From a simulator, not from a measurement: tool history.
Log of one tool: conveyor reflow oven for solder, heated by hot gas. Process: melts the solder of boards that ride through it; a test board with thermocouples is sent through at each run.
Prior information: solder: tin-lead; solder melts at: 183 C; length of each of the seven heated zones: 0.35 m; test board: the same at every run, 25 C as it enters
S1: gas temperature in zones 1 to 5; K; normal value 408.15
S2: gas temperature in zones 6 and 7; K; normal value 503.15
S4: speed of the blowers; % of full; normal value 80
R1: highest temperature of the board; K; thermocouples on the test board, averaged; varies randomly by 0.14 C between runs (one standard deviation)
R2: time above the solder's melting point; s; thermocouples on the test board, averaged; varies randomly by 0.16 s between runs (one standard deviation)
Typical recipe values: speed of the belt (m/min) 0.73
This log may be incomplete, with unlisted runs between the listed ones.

{"run": 1, "hour": 0.0, "S1": 408.15, "S2": 503.15, "speed of the belt (m/min)": 0.73, "S4": 80, "R1": 487.95, "R2": 41.1}
{"run": 2, "hour": 51.7, "S1": 408.15, "S2": 503.15, "speed of the belt (m/min)": 0.73, "S4": 80, "R1": 487.95, "R2": 41.1}
{"run": 3, "hour": 91.5, "S1": 408.15, "S2": 503.15, "speed of the belt (m/min)": 0.73, "S4": 80, "R1": 487.55, "R2": 41.1}
{"run": 4, "hour": 121.5, "S1": 408.15, "S2": 503.15, "speed of the belt (m/min)": 0.73, "S4": 80, "R1": 487.45, "R2": 41.2}
{"run": 5, "hour": 169.7, "S1": 408.15, "S2": 503.15, "speed of the belt (m/min)": 0.73, "S4": 80, "R1": 487.45, "R2": 40.9}
{"hour": 177.6, "done": "flux residue cleaned out of gas plates and filters"}
{"run": 6, "hour": 202.9, "S1": 408.15, "S2": 503.15, "speed of the belt (m/min)": 0.73, "S4": 80, "R1": 488.45, "R2": 41.4}
{"run": 7, "hour": 226.9, "S1": 408.15, "S2": 503.15, "speed of the belt (m/min)": 0.73, "S4": 80, "R1": 488.45, "R2": 41.5}
{"run": 8, "hour": 280.6, "S1": 408.15, "S2": 503.15, "speed of the belt (m/min)": 0.73, "S4": 80, "R1": 487.75, "R2": 41.6}
{"hour": 289.2, "done": "belt drive overhauled, speed set with a stopwatch"}
{"run": 9, "hour": 313.6, "S1": 408.15, "S2": 503.15, "speed of the belt (m/min)": 0.73, "S4": 80, "R1": 487.85, "R2": 41.4}
{"run": 10, "hour": 356.2, "S1": 408.15, "S2": 503.15, "speed of the belt (m/min)": 0.73, "S4": 80, "R1": 488.15, "R2": 41.7}
{"run": 11, "hour": 383.8, "S1": 408.15, "S2": 503.15, "speed of the belt (m/min)": 0.73, "S4": 80, "R1": 487.95, "R2": 41.4}
{"run": 12, "hour": 427.9, "S1": 408.15, "S2": 503.15, "speed of the belt (m/min)": 0.73, "S4": 80, "R1": 487.65, "R2": 41.5}
{"run": 13, "hour": 479.4, "S1": 418.15, "S2": 503.15, "speed of the belt (m/min)": 0.73, "S4": 80, "R1": 489.25, "R2": 45.2}
{"run": 14, "hour": 532.5, "S1": 418.15, "S2": 503.15, "speed of the belt (m/min)": 0.73, "S4": 80, "R1": 488.95, "R2": 45.1}
{"hour": 591.3, "done": "belt drive overhauled, speed set with a stopwatch, once more"}
{"run": 15, "hour": 591.3, "S1": 418.15, "S2": 503.15, "speed of the belt (m/min)": 0.73, "S4": 80, "R1": 488.45, "R2": 43.8}
{"hour": 631.1, "done": "thermocouples of zones 6 and 7 changed"}
{"hour": 641.5, "done": "flux residue cleaned out of gas plates and filters"}
{"run": 16, "hour": 643.6, "S1": 420.15, "S2": 500.15, "speed of the belt (m/min)": 0.855, "S4": 69, "R1": 480.95, "R2": 33}
{"run": 17, "hour": 689.5, "S1": 408.15, "S2": 494.15, "speed of the belt (m/min)": 0.73, "S4": 61, "R1": 476.25, "R2": 31.2}
{"run": 18, "hour": 735.0, "S1": 408.15, "S2": 493.15, "speed of the belt (m/min)": 0.73, "S4": 53, "R1": 472.45, "R2": 27.1}
{"run": 19, "hour": 758.4, "S1": 408.15, "S2": 493.15, "speed of the belt (m/min)": 0.73, "S4": 53, "R1": 472.15, "R2": 27.1}
{"run": 20, "hour": 804.6, "S1": 420.15, "S2": 504.15, "speed of the belt (m/min)": 0.844, "S4": 57, "R1": 480.25, "R2": 32.2}
{"run": 21, "hour": 840.0, "S1": 420.15, "S2": 504.15, "speed of the belt (m/min)": 0.844, "S4": 57, "R1": 480.45, "R2": 32}
{"run": 22, "hour": 887.8, "S1": 420.15, "S2": 504.15, "speed of the belt (m/min)": 0.844, "S4": 57, "R1": 480.35, "R2": 32.2}
{"run": 23, "hour": 922.9, "S1": 420.15, "S2": 504.15, "speed of the belt (m/min)": 0.844, "S4": 57, "R1": 479.95, "R2": 32}
{"run": 24, "hour": 970.3, "S1": 408.15, "S2": 498.15, "speed of the belt (m/min)": 0.774, "S4": 75, "R1": 480.95, "R2": 33.6}
{"run": 25, "hour": 1026.0, "S1": 408.15, "S2": 498.15, "speed of the belt (m/min)": 0.774, "S4": 75, "R1": 480.65, "R2": 33.6}
{"run": 26, "hour": 1057.1, "S1": 401.15, "S2": 503.15, "speed of the belt (m/min)": 0.762, "S4": 80, "R1": 485.15, "R2": 36.1}
{"hour": 1096.1, "done": "flux residue cleaned out of gas plates and filters"}
{"run": 27, "hour": 1106.4, "S1": 411.15, "S2": 507.15, "speed of the belt (m/min)": 0.679, "S4": 80, "R1": 494.55, "R2": 50}

Estimate the outcome of run 28 from the log above:
{"run": 28, "hour": 1134.3, "S1": 422.15, "S2": 507.15, "speed of the belt (m/min)": 0.679, "S4": 80, "R1": "?", "R2": "?"}

{"run 28": {"R1": 496.15, "R2": 53.9}}
The same run, on a tool lacking any hidden state, would have yielded R1 496.55 K, R2 53.5 s.
